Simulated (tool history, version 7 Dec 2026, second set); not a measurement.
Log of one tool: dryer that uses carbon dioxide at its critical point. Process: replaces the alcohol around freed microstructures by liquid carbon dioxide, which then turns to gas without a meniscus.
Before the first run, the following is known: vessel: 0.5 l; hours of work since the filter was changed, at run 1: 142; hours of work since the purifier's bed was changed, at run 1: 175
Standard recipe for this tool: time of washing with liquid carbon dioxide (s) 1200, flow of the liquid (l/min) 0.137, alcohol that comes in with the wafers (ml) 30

run   hour  time of washing with liquid carbon dioxide (s)  flow of the liquid (l/min)  alcohol that comes in with the wafers (ml)  hours of work since the filter was changed  hours of work since the purifier's bed was changed  alcohol left in the vessel before it's heated (ppm by volume)
  1      0                                            1200                       0.137                                          30                                         142                                                 175                                                            834
  2    5.3                                            1200                       0.137                                          30                                         146                                                 179                                                            857
  3   13.8                                            1200                       0.137                                          30                                         153                                                 186                                                            873
  4     21                                            1200                       0.137                                          30                                         158                                                 191                                                            865
  5   27.7                                            1200                       0.137                                          30                                         163                                                 196                                                            877
  6     37                                            1200                       0.137                                          30                                         170                                                 204                                                            892
  7   46.7                                            1200                       0.137                                          30                                         178                                                 211                                                            904
  8   51.7                                            1200                       0.137                                          30                                         182                                                 215                                                            905
  9     61                                            1200                       0.137                                          30                                         189                                                 222                                                            920
 10   70.6                                            1200                       0.137                                          30                                         196                                                 229                                                            955
 11     79                                            1200                        0.21                                          30                                         203                                                 236                                                            112
 12   85.4                                            1800                       0.187                                          30                                         208                                                 241                                                             24
 13   94.9                                            1860                       0.102                                          30                                         215                                                 248                                                            586
       101  -- inlet filter changed
 14  103.3                                            1740                       0.114                                          30                                           2                                                 254                                                            268
 15  111.5                                            1080                       0.092                                          30                                           8                                                 260                                                           4023
 16  122.4                                            1740                       0.101                                         105                                          16                                                 268                                                           1718
 17  129.8                                            1740                       0.101                                         105                                          22                                                 274                                                           1781
 18  138.2                                            1620                       0.143                                          30                                          29                                                 281                                                            120
 19  143.2                                             720                       0.228                                          94                                          32                                                 284                                                           1795
 20  147.9                                             780                       0.207                                          38                                          36                                                 288                                                            832
 21  157.3                                            1680                       0.101                                          67                                          43                                                 295                                                           1386
 22  164.5                                            1200                       0.137                                          75                                          49                                                 301                                                           1646

Some steps in alcohol left in the vessel before it's heated (ppm by volume) between neighbouring runs. How much of each would the tool show without its hidden state too (settings, what came in, random variation), and how much is left for the hidden state, with any gauge scatter that isn't in both results?
Unlogged tool condition in this case: flow that reaches the vessel past the clogged filter, %; alcohol in the recycled carbon dioxide, ppm; drift of the gauge itself on alcohol_ppm, %.
Run 10 -> 11: flow of the liquid (l/min) 0.137 -> 0.21. alcohol left in the vessel before it's heated (ppm by volume) -843: hidden state -286, all else -557.
Run 13 -> 14: time of washing with liquid carbon dioxide (s) 1860 -> 1740, flow of the liquid (l/min) 0.102 -> 0.114, inlet filter changed. alcohol left in the vessel before it's heated (ppm by volume) -318: hidden state -235, all else -83.
Run 14 -> 15: time of washing with liquid carbon dioxide (s) 1740 -> 1080, flow of the liquid (l/min) 0.114 -> 0.092. alcohol left in the vessel before it's heated (ppm by volume) +3755: hidden state +43, all else +3712.
Run 15 -> 16: time of washing with liquid carbon dioxide (s) 1080 -> 1740, flow of the liquid (l/min) 0.092 -> 0.101, alcohol that comes in with the wafers (ml) 30 -> 105. alcohol left in the vessel before it's heated (ppm by volume) -2305: hidden state +21, all else -2326.
